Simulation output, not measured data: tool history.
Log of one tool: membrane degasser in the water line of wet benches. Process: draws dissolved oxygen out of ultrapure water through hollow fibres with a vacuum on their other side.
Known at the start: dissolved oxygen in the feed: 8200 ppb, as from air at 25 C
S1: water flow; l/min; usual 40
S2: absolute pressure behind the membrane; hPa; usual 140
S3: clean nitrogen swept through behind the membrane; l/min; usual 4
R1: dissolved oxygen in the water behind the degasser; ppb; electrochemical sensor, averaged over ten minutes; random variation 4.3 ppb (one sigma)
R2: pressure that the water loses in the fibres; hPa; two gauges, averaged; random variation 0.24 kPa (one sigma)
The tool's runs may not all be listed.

Run 1, day 0: usual settings. Result: R1 432.4 ppb, R2 625 hPa.
Run 2, day 3.908: usual settings but S3 5.71 l/min. Result: R1 361.9 ppb, R2 618.2 hPa.
At day 8.696: vacuum gauge calibrated.
Run 3, day 8.696: usual settings but S3 11.95 l/min. Result: R1 279.8 ppb, R2 623.2 hPa.
Run 4, day 11.754: usual settings but S3 11.95 l/min. Result: R1 278.3 ppb, R2 621.6 hPa.
Run 5, day 18.683: usual settings but S3 11.95 l/min. Result: R1 278.6 ppb, R2 618.5 hPa.
Run 6, day 24.983: usual settings but S3 11.95 l/min. Result: R1 285.2 ppb, R2 622.3 hPa.
Run 7, day 31.408: usual settings but S3 11.95 l/min. Result: R1 276.2 ppb, R2 616 hPa.
Run 8, day 38.583: usual settings but S3 11.95 l/min. Result: R1 279.3 ppb, R2 616.3 hPa.
Run 9, day 42.254: usual settings but S3 5.44 l/min. Result: R1 374 ppb, R2 617.7 hPa.
Run 10, day 47.979: usual settings. Result: R1 443.2 ppb, R2 622.3 hPa.
Run 11, day 51.1: usual settings. Result: R1 424.9 ppb, R2 616.6 hPa.
Run 12, day 58.233: usual settings but S1 27 l/min. Result: R1 250.9 ppb, R2 412.3 hPa.
Run 13, day 64.088: usual settings but S1 30 l/min. Result: R1 284.2 ppb, R2 461.2 hPa.
Run 14, day 68.15: usual settings but S3 11.61 l/min. Result: R1 281.5 ppb, R2 619.3 hPa.
Run 15, day 74.421: usual settings but S3 11.78 l/min. Result: R1 279.8 ppb, R2 613.2 hPa.
Run 16, day 78.217: usual settings but S3 11.78 l/min. Result: R1 275.3 ppb, R2 617.8 hPa.
Run 17, day 82.746: usual settings but S1 56 l/min, S2 168 hPa, S3 10.91 l/min. Result: R1 505.7 ppb, R2 863.2 hPa.
Run 18, day 88.65: usual settings but S1 61 l/min, S2 346 hPa, S3 5.97 l/min. Result: R1 1048.7 ppb, R2 941.6 hPa.
Run 19, day 94.575: usual settings but S1 28 l/min. Result: R1 260.5 ppb, R2 428.6 hPa.
Run 20, day 99.079: usual settings but S1 41 l/min, S3 3.73 l/min. Result: R1 461.8 ppb, R2 632 hPa.
Run 21, day 102.912: usual settings but S1 41 l/min, S2 323 hPa, S3 3.55 l/min. Result: R1 887.2 ppb, R2 630.5 hPa.
Run 22, day 107.254: usual settings but S1 58 l/min, S2 143 hPa, S3 10.22 l/min. Result: R1 516.5 ppb, R2 891.2 hPa.
Run 23, day 113.779: usual settings but S1 55 l/min, S2 105 hPa, S3 7.56 l/min. Result: R1 469.4 ppb, R2 842.3 hPa.
Run 24, day 118.292: usual settings but S1 55 l/min, S2 105 hPa, S3 7.56 l/min. Result: R1 466.7 ppb, R2 846 hPa.
Run 25, day 123.55: usual settings but S1 51 l/min, S2 219 hPa, S3 6.84 l/min. Result: R1 601.9 ppb, R2 777.6 hPa.
Run 26, day 129.988: usual settings but S1 32 l/min, S2 124 hPa, S3 2.18 l/min. Result: R1 416.9 ppb, R2 489.6 hPa.
Run 27, day 134.475: usual settings but S1 47 l/min, S2 314 hPa. Result: R1 930.5 ppb, R2 716 hPa.
Run 28, day 140.562: usual settings but S1 47 l/min, S2 314 hPa. Result: R1 952.9 ppb, R2 715.1 hPa.
Run 29, day 146.758: usual settings but S1 26 l/min, S2 218 hPa, S3 2.98 l/min. Result: R1 441.4 ppb, R2 395.8 hPa.
Run 30, day 152.554: usual settings but S1 26 l/min, S2 218 hPa, S3 2.98 l/min. Result: R1 437.7 ppb, R2 396.4 hPa.
Run 31, day 157.104: usual settings but S1 42 l/min, S2 229 hPa, S3 4.23 l/min. Result: R1 631 ppb, R2 643 hPa.
Run 32, day 160.788: usual settings but S1 41 l/min, S3 3.15 l/min. Result: R1 509.1 ppb, R2 625.5 hPa.

The same runs without the tool's hidden state, with the same run-to-run variation:
The hidden state here: membrane still open, %; true pressure behind the membrane over the reading, kPa; air that leaks in behind the membrane, l/min; drift of the gauge itself on oxygen_ppb, %; drift of the gauge itself on loss_of_pressure_kpa, %.
run     R2
  1  624.8
  2  618.2
  3  623.5
  4  622.1
  5  619.5
  6  623.7
  7  617.8
  8  618.5
  9  620.2
 10  625.2
 11  619.7
 12  414.7
 13  464.1
 14  623.4
 15  617.7
 16  622.6
 17  870.3
 18  949.9
 19  432.6
 20  638.3
 21    637
 22  900.7
 23  851.9
 24  856.1
 25  787.2
 26    496
 27  725.8
 28  725.3
 29  401.7
 30  402.5
 31  653.2
 32  635.7
R1: within 0.6 ppb of the measured result in every run.
